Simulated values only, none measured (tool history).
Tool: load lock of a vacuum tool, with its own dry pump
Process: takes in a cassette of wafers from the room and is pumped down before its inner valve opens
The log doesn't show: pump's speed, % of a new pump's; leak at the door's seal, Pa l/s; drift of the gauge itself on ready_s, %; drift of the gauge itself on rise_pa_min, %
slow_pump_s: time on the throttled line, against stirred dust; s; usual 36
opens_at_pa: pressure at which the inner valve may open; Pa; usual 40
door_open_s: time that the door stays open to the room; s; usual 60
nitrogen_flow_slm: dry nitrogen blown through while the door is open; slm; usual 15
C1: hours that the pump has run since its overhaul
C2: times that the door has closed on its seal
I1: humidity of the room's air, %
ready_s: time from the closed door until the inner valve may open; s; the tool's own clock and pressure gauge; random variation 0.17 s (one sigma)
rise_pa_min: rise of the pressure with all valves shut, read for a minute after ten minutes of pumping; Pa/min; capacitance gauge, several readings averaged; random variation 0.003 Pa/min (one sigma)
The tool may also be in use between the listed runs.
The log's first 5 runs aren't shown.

run 6 hour=433.3 | slow_pump_s=36 opens_at_pa=40 door_open_s=60 nitrogen_flow_slm=15 | C1=7970 C2=8107 | I1=43.4 | ready_s=51.1 rise_pa_min=0.118
run 7 hour=514.4 | slow_pump_s=36 opens_at_pa=40 door_open_s=60 nitrogen_flow_slm=15 | C1=8051 C2=8400 | I1=46.7 | ready_s=51.1 rise_pa_min=0.117
run 8 hour=559.1 | slow_pump_s=36 opens_at_pa=40 door_open_s=60 nitrogen_flow_slm=15 | C1=8096 C2=8561 | I1=44.6 | ready_s=51.2 rise_pa_min=0.116
run 9 hour=634.4 | slow_pump_s=36 opens_at_pa=58 door_open_s=60 nitrogen_flow_slm=15 | C1=8171 C2=8832 | I1=49.9 | ready_s=50.3 rise_pa_min=0.127
run 10 hour=686.8 | slow_pump_s=36 opens_at_pa=58 door_open_s=60 nitrogen_flow_slm=15 | C1=8224 C2=9022 | I1=46.3 | ready_s=49.9 rise_pa_min=0.126
run 11 hour=730.5 | slow_pump_s=36 opens_at_pa=53 door_open_s=60 nitrogen_flow_slm=15 | C1=8267 C2=9179 | I1=45.8 | ready_s=50.2 rise_pa_min=0.135
run 12 hour=806.4 | slow_pump_s=36 opens_at_pa=53 door_open_s=60 nitrogen_flow_slm=15 | C1=8343 C2=9453 | I1=44.9 | ready_s=50.3 rise_pa_min=0.136
run 13 hour=874.8 | slow_pump_s=36 opens_at_pa=40 door_open_s=60 nitrogen_flow_slm=42 | C1=8412 C2=9700 | I1=46.8 | ready_s=51.2 rise_pa_min=0.117
run 14 hour=916.6 | slow_pump_s=36 opens_at_pa=40 door_open_s=60 nitrogen_flow_slm=42 | C1=8453 C2=9850 | I1=43.2 | ready_s=51.2 rise_pa_min=0.126
run 15 hour=961.5 | slow_pump_s=36 opens_at_pa=40 door_open_s=60 nitrogen_flow_slm=15 | C1=8498 C2=10012 | I1=45 | ready_s=51.4 rise_pa_min=0.139
run 16 hour=1022.2 | slow_pump_s=36 opens_at_pa=40 door_open_s=60 nitrogen_flow_slm=15 | C1=8559 C2=10231 | I1=47 | ready_s=51.3 rise_pa_min=0.14
run 17 hour=1062.9 | slow_pump_s=33 opens_at_pa=47 door_open_s=64 nitrogen_flow_slm=4 | C1=8600 C2=10378 | I1=45.3 | ready_s=48.2 rise_pa_min=0.17
run 18 hour=1145.7 | slow_pump_s=33 opens_at_pa=47 door_open_s=64 nitrogen_flow_slm=4 | C1=8683 C2=10677 | I1=45.2 | ready_s=48.5 rise_pa_min=0.176
run 19 hour=1227.8 | slow_pump_s=33 opens_at_pa=47 door_open_s=64 nitrogen_flow_slm=4 | C1=8765 C2=10973 | I1=45.3 | ready_s=47.8 rise_pa_min=0.183
run 20 hour=1295.7 | slow_pump_s=67 opens_at_pa=47 door_open_s=64 nitrogen_flow_slm=4 | C1=8833 C2=11218 | I1=47.7 | ready_s=78.8 rise_pa_min=0.189
run 21 hour=1375.1 | slow_pump_s=36 opens_at_pa=32 door_open_s=60 nitrogen_flow_slm=21 | C1=8912 C2=11504 | I1=44.9 | ready_s=51.5 rise_pa_min=0.152
run 22 hour=1442.1 | slow_pump_s=36 opens_at_pa=74 door_open_s=60 nitrogen_flow_slm=8 | C1=8979 C2=11746 | I1=46.8 | ready_s=49.8 rise_pa_min=0.18
run 23 hour=1521.1 | slow_pump_s=33 opens_at_pa=74 door_open_s=60 nitrogen_flow_slm=8 | C1=9058 C2=12031 | I1=41.4 | ready_s=47.3 rise_pa_min=0.174
run 24 hour=1588.5 | slow_pump_s=24 opens_at_pa=39 door_open_s=182 nitrogen_flow_slm=30 | C1=9125 C2=12274 | I1=46.7 | ready_s=40.6 rise_pa_min=0.181
run 25 hour=1639.8 | slow_pump_s=31 opens_at_pa=38 door_open_s=60 nitrogen_flow_slm=15 | C1=9177 C2=12459 | I1=46.8 | ready_s=47.2 rise_pa_min=0.172
run 26 hour=1686.2 | slow_pump_s=36 opens_at_pa=35 door_open_s=60 nitrogen_flow_slm=7 | C1=9223 C2=12626 | I1=45.2 | ready_s=51.7 rise_pa_min=0.192
run 27 hour=1737.9 | slow_pump_s=68 opens_at_pa=62 door_open_s=126 nitrogen_flow_slm=45 | C1=9275 C2=12812 | I1=44.5 | ready_s=78.5 rise_pa_min=0.174
run 28 hour=1821.2 | slow_pump_s=35 opens_at_pa=56 door_open_s=60 nitrogen_flow_slm=15 | C1=9358 C2=13113 | I1=44.3 | ready_s=49.7 rise_pa_min=0.19
run 29 hour=1861.5 | slow_pump_s=36 opens_at_pa=35 door_open_s=60 nitrogen_flow_slm=19 | C1=9398 C2=13258 | I1=47.7 | ready_s=51.8 rise_pa_min=0.184
-- hour=1953.1 dry pump taken out, an overhauled one fitted
run 30 hour=1962.1 | slow_pump_s=54 opens_at_pa=35 door_open_s=43 nitrogen_flow_slm=19 | C1=9 C2=13599 | I1=44.8 | ready_s=65.8 rise_pa_min=0.187

The next listed run, before its measurement:
run 31 hour=2038.5 | slow_pump_s=26 opens_at_pa=63 door_open_s=31 nitrogen_flow_slm=34 | C1=85 C2=13875 | I1=39.1 | ready_s=? rise_pa_min=?

Run 31 gave ready_s 39.5 s, rise_pa_min 0.175 Pa/min.
Without the tool's hidden state the same run would have given ready_s 39.5 s, rise_pa_min 0.014 Pa/min.

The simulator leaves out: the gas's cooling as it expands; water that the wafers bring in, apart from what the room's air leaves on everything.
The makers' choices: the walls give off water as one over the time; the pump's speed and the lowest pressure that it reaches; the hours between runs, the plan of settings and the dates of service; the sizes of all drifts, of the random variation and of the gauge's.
